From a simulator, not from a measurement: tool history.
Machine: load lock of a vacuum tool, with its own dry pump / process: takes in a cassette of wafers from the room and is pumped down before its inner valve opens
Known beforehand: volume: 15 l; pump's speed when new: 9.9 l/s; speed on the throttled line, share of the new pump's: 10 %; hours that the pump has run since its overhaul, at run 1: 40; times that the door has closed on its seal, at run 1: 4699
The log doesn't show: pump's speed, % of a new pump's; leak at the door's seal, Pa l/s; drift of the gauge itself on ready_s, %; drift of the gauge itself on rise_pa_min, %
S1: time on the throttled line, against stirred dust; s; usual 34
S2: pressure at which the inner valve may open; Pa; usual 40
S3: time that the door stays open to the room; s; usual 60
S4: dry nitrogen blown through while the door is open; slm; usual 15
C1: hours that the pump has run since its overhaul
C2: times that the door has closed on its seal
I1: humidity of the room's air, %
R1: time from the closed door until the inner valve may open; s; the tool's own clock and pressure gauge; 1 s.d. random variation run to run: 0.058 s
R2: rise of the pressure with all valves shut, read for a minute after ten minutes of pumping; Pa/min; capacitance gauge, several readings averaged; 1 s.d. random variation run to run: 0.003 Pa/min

Run 1, hour 0.0: usual settings; C1 40; C2 4699; I1 45.6. Result: R1 42.67 s, R2 0.042 Pa/min.
Run 2, hour 93.0: usual settings; C1 133; C2 4843; I1 46.4. Result: R1 42.71 s, R2 0.049 Pa/min.
Run 3, hour 185.9: usual settings; C1 225; C2 4986; I1 43.5. Result: R1 42.72 s, R2 0.046 Pa/min.
Run 4, hour 299.6: usual settings; C1 339; C2 5162; I1 43.4. Result: R1 42.72 s, R2 0.041 Pa/min.
Run 5, hour 442.2: usual settings; C1 482; C2 5382; I1 43.5. Result: R1 42.60 s, R2 0.037 Pa/min.
Run 6, hour 520.6: usual settings; C1 560; C2 5503; I1 44.0. Result: R1 42.62 s, R2 0.042 Pa/min.
Run 7, hour 637.8: usual settings; C1 677; C2 5684; I1 46.7. Result: R1 42.68 s, R2 0.047 Pa/min.
Run 8, hour 766.5: usual settings; C1 806; C2 5883; I1 41.3. Result: R1 42.55 s, R2 0.037 Pa/min.
Run 9, hour 859.4: usual settings; C1 899; C2 6027; I1 46.5. Result: R1 42.64 s, R2 0.047 Pa/min.
Run 10, hour 936.7: usual settings; C1 976; C2 6146; I1 44.8. Result: R1 42.76 s, R2 0.047 Pa/min.
Run 11, hour 1012.0: usual settings; C1 1052; C2 6263; I1 42.7. Result: R1 42.66 s, R2 0.039 Pa/min.
Run 12, hour 1084.6: usual settings; C1 1124; C2 6375; I1 47.0. Result: R1 42.69 s, R2 0.045 Pa/min.
Run 13, hour 1183.5: usual settings; C1 1223; C2 6528; I1 45.6. Result: R1 42.62 s, R2 0.046 Pa/min.
Run 14, hour 1301.0: usual settings but S4 12 slm; C1 1341; C2 6709; I1 46.0. Result: R1 42.71 s, R2 0.053 Pa/min.
Run 15, hour 1403.7: usual settings but S4 14 slm; C1 1443; C2 6868; I1 44.3. Result: R1 42.69 s, R2 0.045 Pa/min.
Run 16, hour 1508.8: usual settings but S1 47 s, S2 33 Pa, S3 59 s, S4 27 slm; C1 1548; C2 7030; I1 47.5. Result: R1 54.72 s, R2 0.040 Pa/min.
Run 17, hour 1649.3: usual settings but S3 37 s, S4 5 slm; C1 1689; C2 7247; I1 41.3. Result: R1 42.69 s, R2 0.060 Pa/min.
Run 18, hour 1710.4: usual settings but S3 45 s; C1 1750; C2 7342; I1 47.4. Result: R1 42.77 s, R2 0.040 Pa/min.
Run 19, hour 1840.9: usual settings but S1 21 s, S4 4 slm; C1 1880; C2 7543; I1 44.7. Result: R1 30.91 s, R2 0.079 Pa/min.
Run 20, hour 1983.1: usual settings but S1 19 s, S2 80 Pa, S3 152 s, S4 26 slm; C1 2023; C2 7763; I1 44.1. Result: R1 28.02 s, R2 0.048 Pa/min.
Run 21, hour 2132.4: usual settings but S1 19 s, S2 80 Pa, S3 152 s, S4 26 slm; C1 2172; C2 7994; I1 44.2. Result: R1 28.05 s, R2 0.039 Pa/min.
Run 22, hour 2252.1: usual settings but S1 19 s, S2 80 Pa, S3 152 s, S4 26 slm; C1 2292; C2 8179; I1 42.7. Result: R1 28.05 s, R2 0.046 Pa/min.
Run 23, hour 2398.3: usual settings but S3 51 s; C1 2438; C2 8405; I1 44.7. Result: R1 42.64 s, R2 0.039 Pa/min.
Run 24, hour 2521.4: usual settings but S2 44 Pa, S3 115 s, S4 25 slm; C1 2561; C2 8595; I1 45.9. Result: R1 42.52 s, R2 0.044 Pa/min.
Run 25, hour 2627.4: usual settings but S2 44 Pa, S3 115 s, S4 25 slm; C1 2667; C2 8759; I1 44.2. Result: R1 42.47 s, R2 0.042 Pa/min.
Run 26, hour 2722.2: usual settings but S2 44 Pa, S3 115 s, S4 25 slm; C1 2762; C2 8905; I1 42.1. Result: R1 42.50 s, R2 0.047 Pa/min.
Run 27, hour 2825.5: usual settings but S1 33 s, S2 55 Pa, S3 235 s; C1 2865; C2 9065; I1 45.7. Result: R1 41.37 s, R2 0.075 Pa/min.
Run 28, hour 2974.5: usual settings but S1 63 s, S2 41 Pa, S3 144 s, S4 33 slm; C1 3014; C2 9295; I1 46.6. Result: R1 68.91 s, R2 0.038 Pa/min.
Run 29, hour 3073.0: usual settings but S1 22 s, S2 41 Pa, S3 144 s; C1 3113; C2 9447; I1 46.7. Result: R1 31.79 s, R2 0.061 Pa/min.

Predict each of these 3 candidate next runs independently; none follows another, all start after run 29:
Run A, hour 3146.8: usual settings but S4 10 slm; C1 3186; C2 9561; I1 41.4. Result: R1 ?, R2 ?.
Run B, hour 3146.8: usual settings but S2 76 Pa, S3 128 s; C1 3186; C2 9561; I1 46.2. Result: R1 ?, R2 ?.
Run C, hour 3146.8: usual settings but S2 29 Pa, S3 49 s; C1 3186; C2 9561; I1 43.5. Result: R1 ?, R2 ?.

run     R1     R2
  A  42.75  0.051
  B  41.74  0.058
  C  43.31  0.045
Had the tool no hidden state, the same runs would have come out as:
run     R1     R2
  A  42.75  0.051
  B  41.74  0.058
  C  43.31  0.044
